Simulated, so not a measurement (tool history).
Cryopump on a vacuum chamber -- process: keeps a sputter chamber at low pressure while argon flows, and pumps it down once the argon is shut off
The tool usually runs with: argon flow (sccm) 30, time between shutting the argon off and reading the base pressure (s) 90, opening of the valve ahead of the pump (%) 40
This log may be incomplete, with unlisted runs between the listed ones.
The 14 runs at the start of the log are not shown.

run,hour,argon flow (sccm),time between shutting the argon off and reading the base pressure (s),opening of the valve ahead of the pump (%),pressure while argon flows (Pa),pressure after the wait (uPa)
15,974.4,30,90,57,0.1026,1.61
16,1036.8,30,90,40,0.141,1.75
# hour 1050.1: pump warmed up, emptied and cooled again
17,1105.2,30,90,40,0.1297,1.55
18,1151.9,56,121,20,0.4783,1.35
19,1222.4,56,121,20,0.4824,1.4
20,1334.6,21,27,45,0.0809,3.45
21,1426.8,21,27,45,0.0826,3.4
22,1519.2,21,27,37,0.1,3.41
23,1621.4,26,38,16,0.2813,2.8
24,1670.1,37,105,16,0.406,1.67
25,1770.2,40,105,16,0.4374,1.68
26,1860.5,56,60,36,0.2826,2.22
27,1928.6,30,197,28,0.1933,1.47
28,1998.6,30,197,28,0.1949,1.5
# hour 2052.5: pump warmed up, emptied and cooled again
29,2114.7,15,25,40,0.0652,3.64
30,2165.8,15,25,40,0.0655,3.59
31,2239.2,15,25,40,0.0653,3.69
32,2330.7,30,51,21,0.2478,2.43
33,2397.5,30,135,40,0.1335,1.59
34,2473.4,30,135,40,0.134,1.64

Forecast each of these 3 alternatives for the next run:
A,2544.8,27,152,40,?,?
B,2544.8,15,90,52,?,?
C,2544.8,42,26,27,?,?

run,pressure while argon flows (Pa),pressure after the wait (uPa)
A,0.1217,1.59
B,0.0528,1.93
C,0.2735,3.73
The same runs, with their run-to-run variation unchanged, on a tool lacking any hidden condition would have given:
run,pressure while argon flows (Pa),pressure after the wait (uPa)
A,0.1156,0.72
B,0.0494,1.07
C,0.264,2.85

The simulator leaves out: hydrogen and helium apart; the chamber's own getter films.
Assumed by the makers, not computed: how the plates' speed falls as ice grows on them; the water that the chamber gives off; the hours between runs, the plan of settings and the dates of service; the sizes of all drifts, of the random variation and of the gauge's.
